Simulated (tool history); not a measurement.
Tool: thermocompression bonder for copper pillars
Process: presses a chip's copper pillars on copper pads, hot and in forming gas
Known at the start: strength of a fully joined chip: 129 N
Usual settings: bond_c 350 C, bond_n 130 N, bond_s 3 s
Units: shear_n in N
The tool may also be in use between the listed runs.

run    hour  bond_c  bond_n  bond_s  shear_n
  1       0     350     130       3     55.8
  2      46     350     130       3     54.6
  3   103.2     350     130       3     59.1
  4   174.3     350     130       3     58.4
  5   246.1     350     150       3     62.8
  6   281.4     350     150       2     53.4
  7   335.5     350     150       2       53
  8     399     350     150       2     51.6
  9     450     350     130       3     56.6
 10     510     350     130       3     55.6
 11   582.3     350     130       2     47.6
 12   648.3     350     130       2     47.5
 13   708.8     350     130       2     49.8
 14   781.3     341     130       3     53.9
 15   839.1     341     130       3     53.7
 16   882.6     341     130       3       52
 17   927.9     350     130       3     57.4
 18  1006.2     366     172       2     61.6
 19  1064.3     348     172       2     53.9
 20  1138.4     344     130       2     47.9
 21  1198.8     347     145       3     58.8
 22  1233.6     349      83       4     48.8
 23  1312.6     377     120       4     74.4
 24  1380.8     378     156       7     95.6
 25  1430.2     357     130       3     61.8
 26  1502.9     357     130       3     61.9
 27    1562     330      99       7     57.3
 28  1612.4     330      99       7     57.8
 29  1687.9     330      99       7     57.4
 30  1723.8     362     134       2     53.9
 31  1763.8     362     139       2     53.7

Not shown: 5 entries that the log had between the listed runs. Between which runs, and how does the tool's hidden state differ before and after?
Between runs 2 and 3: forming gas filter changed (hour 83.2)
  true temperature of the bond over the reading, C: -2.5 -> -2.7; force that reaches the chip, % of what is set: 98 -> 97.8; oxide that the forming gas leaves, % of the face: 7.52 -> 0.72
  measured less the result without the state, shear_n: -5.8 -> -1.9 N
Between runs 12 and 13: forming gas filter changed (hour 671.7)
  true temperature of the bond over the reading, C: -3.8 -> -3.9; force that reaches the chip, % of what is set: 96.7 -> 96.6; oxide that the forming gas leaves, % of the face: 7.24 -> 1.01
  measured less the result without the state, shear_n: -5.9 -> -2.8 N
Between runs 15 and 16: heater calibrated with a thermocouple chip (hour 845.6)
  true temperature of the bond over the reading, C: -4.2 -> -6.7; force that reaches the chip, % of what is set: 96.3 -> 96.2; oxide that the forming gas leaves, % of the face: 2.49 -> 2.97
  measured less the result without the state, shear_n: -4.1 -> -5.3 N
Between runs 19 and 20: heater calibrated with a thermocouple chip, once more (hour 1119.1)
  true temperature of the bond over the reading, C: -7.1 -> 0.3; force that reaches the chip, % of what is set: 95.9 -> 95.7; oxide that the forming gas leaves, % of the face: 5.14 -> 5.97
  measured less the result without the state, shear_n: -6.9 -> -3.9 N
Between runs 22 and 23: forming gas filter changed (hour 1267)
  true temperature of the bond over the reading, C: 0.1 -> -0.1; force that reaches the chip, % of what is set: 95.5 -> 95.3; oxide that the forming gas leaves, % of the face: 7.07 -> 1.06
  measured less the result without the state, shear_n: -4.8 -> -2.2 N

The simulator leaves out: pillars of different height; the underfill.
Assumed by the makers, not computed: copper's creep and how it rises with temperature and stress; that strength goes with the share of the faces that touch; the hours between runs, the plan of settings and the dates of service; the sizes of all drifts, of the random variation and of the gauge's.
